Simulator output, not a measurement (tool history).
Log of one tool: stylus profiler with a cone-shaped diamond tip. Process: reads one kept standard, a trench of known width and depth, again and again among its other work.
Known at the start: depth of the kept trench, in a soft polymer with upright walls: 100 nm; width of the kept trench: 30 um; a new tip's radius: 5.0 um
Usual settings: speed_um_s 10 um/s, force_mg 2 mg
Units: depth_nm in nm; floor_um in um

| run | hour | speed_um_s | force_mg | depth_nm | floor_um |
|---|---|---|---|---|---|
| 1 | 0 | 10 | 2 | 101.13 | 27.78 |
| 2 | 9.4 | 10 | 2 | 101.04 | 27.83 |
| 3 | 27 | 10 | 2 | 101.02 | 27.78 |
| 4 | 40.7 | 10 | 2 | 101.04 | 27.78 |
| 5 | 56 | 10 | 1.37 | 100.84 | 27.76 |
| 6 | 70.2 | 10 | 4.17 | 101.77 | 27.78 |
| 7 | 84.9 | 7 | 0.69 | 100.53 | 27.77 |
| 8 | 97.4 | 8 | 1.03 | 100.74 | 27.77 |
| 9 | 110.5 | 3 | 5.35 | 102.1 | 27.76 |
| 10 | 126.4 | 3 | 5.35 | 102.15 | 27.75 |

Measured less the same run without the tool's hidden state. The same run-to-run variation is in both; the gauge's scatter may not be:
The hidden state here: radius of the tip, um; height scale over the true one, %; drift of the gauge itself on depth_nm, %; drift of the gauge itself on floor_um, %.
| run | floor_um |
|---|---|
| 1 | -0.16 |
| 2 | -0.17 |
| 3 | -0.18 |
| 4 | -0.2 |
| 5 | -0.2 |
| 6 | -0.22 |
| 7 | -0.22 |
| 8 | -0.23 |
| 9 | -0.24 |
| 10 | -0.25 |
depth_nm: within 0.01 nm of the measured result in every run.
